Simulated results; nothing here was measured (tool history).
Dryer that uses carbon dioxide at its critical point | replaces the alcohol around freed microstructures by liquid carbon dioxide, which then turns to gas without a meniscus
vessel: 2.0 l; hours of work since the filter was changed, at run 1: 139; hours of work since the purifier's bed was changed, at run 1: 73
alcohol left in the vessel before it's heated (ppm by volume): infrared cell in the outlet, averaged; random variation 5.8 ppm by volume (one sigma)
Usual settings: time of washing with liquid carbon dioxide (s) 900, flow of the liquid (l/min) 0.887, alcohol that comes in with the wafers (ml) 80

| run | day | time of washing with liquid carbon dioxide (s) | flow of the liquid (l/min) | alcohol that comes in with the wafers (ml) | hours of work since the filter was changed | hours of work since the purifier's bed was changed | alcohol left in the vessel before it's heated (ppm by volume) |
|---|---|---|---|---|---|---|---|
| 1 | 0 | 900 | 0.887 | 80 | 139 | 73 | 265 |
| 2 | 0.375 | 900 | 0.887 | 80 | 145 | 79 | 263 |
| 3 | 0.888 | 900 | 0.887 | 80 | 153 | 87 | 265 |
| 4 | 1.412 | 900 | 0.756 | 80 | 162 | 96 | 536 |
| 5 | 1.725 | 900 | 0.756 | 80 | 167 | 101 | 553 |
| 6 | 2.2 | 900 | 0.887 | 105 | 175 | 109 | 357 |
| 7 | 2.788 | 900 | 0.887 | 105 | 184 | 118 | 358 |
| 8 | 3.267 | 900 | 0.887 | 105 | 192 | 126 | 373 |
| 9 | 3.796 | 960 | 0.887 | 80 | 201 | 135 | 222 |
| 10 | 4.221 | 960 | 0.887 | 80 | 208 | 142 | 227 |
| 11 | 4.742 | 960 | 0.887 | 80 | 216 | 150 | 226 |
| 12 | 5.317 | 1140 | 0.947 | 97 | 225 | 160 | 85 |
| 13 | 5.667 | 1140 | 1.264 | 22 | 231 | 166 | 47 |
| 14 | 6.2 | 720 | 0.798 | 80 | 240 | 174 | 1135 |
| 15 | 6.688 | 720 | 0.714 | 48 | 248 | 182 | 1001 |
| 16 | 7.183 | 960 | 0.822 | 23 | 256 | 190 | 126 |
| 17 | 7.558 | 960 | 0.822 | 23 | 262 | 196 | 137 |
| 18 | 7.867 | 960 | 0.63 | 79 | 267 | 201 | 920 |
| 19 | 8.217 | 960 | 0.7 | 93 | 273 | 207 | 754 |
| 20 | 8.679 | 960 | 0.7 | 93 | 280 | 215 | 755 |
| 21 | 9.275 | 960 | 0.7 | 93 | 290 | 225 | 776 |

Some steps in alcohol left in the vessel before it's heated (ppm by volume) between neighbouring runs. How much of each would the tool show without its hidden state too (settings, what came in, random variation), and how much is left for the hidden state, with any gauge scatter that isn't in both results?
The hidden state here: flow that reaches the vessel past the clogged filter, %; alcohol in the recycled carbon dioxide, ppm; drift of the gauge itself on alcohol_ppm, %.
Run 13 -> 14: time of washing with liquid carbon dioxide (s) 1140 -> 720, flow of the liquid (l/min) 1.264 -> 0.798, alcohol that comes in with the wafers (ml) 22 -> 80. alcohol left in the vessel before it's heated (ppm by volume) +1088: hidden state +225, all else +863.
Run 15 -> 16: time of washing with liquid carbon dioxide (s) 720 -> 960, flow of the liquid (l/min) 0.714 -> 0.822, alcohol that comes in with the wafers (ml) 48 -> 23. alcohol left in the vessel before it's heated (ppm by volume) -875: hidden state -161, all else -714.
Run 17 -> 18: flow of the liquid (l/min) 0.822 -> 0.63, alcohol that comes in with the wafers (ml) 23 -> 79. alcohol left in the vessel before it's heated (ppm by volume) +783: hidden state +183, all else +600.
